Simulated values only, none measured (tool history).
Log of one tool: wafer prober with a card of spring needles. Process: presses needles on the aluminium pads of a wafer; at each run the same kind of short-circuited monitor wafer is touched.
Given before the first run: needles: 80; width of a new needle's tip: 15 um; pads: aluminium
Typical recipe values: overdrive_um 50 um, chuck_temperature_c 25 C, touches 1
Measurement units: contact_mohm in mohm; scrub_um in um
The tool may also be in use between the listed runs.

run   hour  overdrive_um  chuck_temperature_c  touches  contact_mohm  scrub_um
  1      0            50                   25        1           317      6.84
       9.2  -- tips cleaned on abrasive film
      36.6  -- tips cleaned on abrasive film
  2   57.2            50                   25        1           339      6.67
      61.4  -- tips cleaned on abrasive film
      87.8  -- tips cleaned on abrasive film
  3   87.8            50                   25        1           261      6.65
     113.8  -- tips cleaned on abrasive film
     114.1  -- height of the first contact set anew
     139.9  -- tips cleaned on abrasive film
     146.5  -- tips cleaned on abrasive film, once more
  4  156.7            50                   25        3           274      7.05
     175.1  -- tips cleaned on abrasive film
     202.4  -- tips cleaned on abrasive film
     225.7  -- tips cleaned on abrasive film
  5  226.2            50                   25        3           262      7.03
     249.7  -- tips cleaned on abrasive film
       278  -- tips cleaned on abrasive film
  6    278            50                   25        1           261      6.95
     302.8  -- tips cleaned on abrasive film
     329.6  -- tips cleaned on abrasive film
  7  349.9            50                   25        1           325      6.94
     355.8  -- tips cleaned on abrasive film
       384  -- tips cleaned on abrasive film
     407.3  -- tips cleaned on abrasive film
  8  407.3            31                   25        1           290      4.21
     433.8  -- tips cleaned on abrasive film
  9  449.2            42                   25        1           355      5.72
     459.2  -- tips cleaned on abrasive film
     485.2  -- tips cleaned on abrasive film
 10  496.4            42                   25        1           343       5.7
     511.4  -- tips cleaned on abrasive film
 11  526.6            42                   25        1           365      5.68

What does the tool deliver on the next run?
     536.9  -- tips cleaned on abrasive film
     561.4  -- tips cleaned on abrasive film
     585.2  -- tips cleaned on abrasive film
 12  597.3            40                   28        2             ?         ?

Run 12 measured contact_mohm 328 mohm, scrub_um 5.32 um.
The same run, on a tool lacking any hidden state, would have yielded contact_mohm 253 mohm, scrub_um 5.65 um.
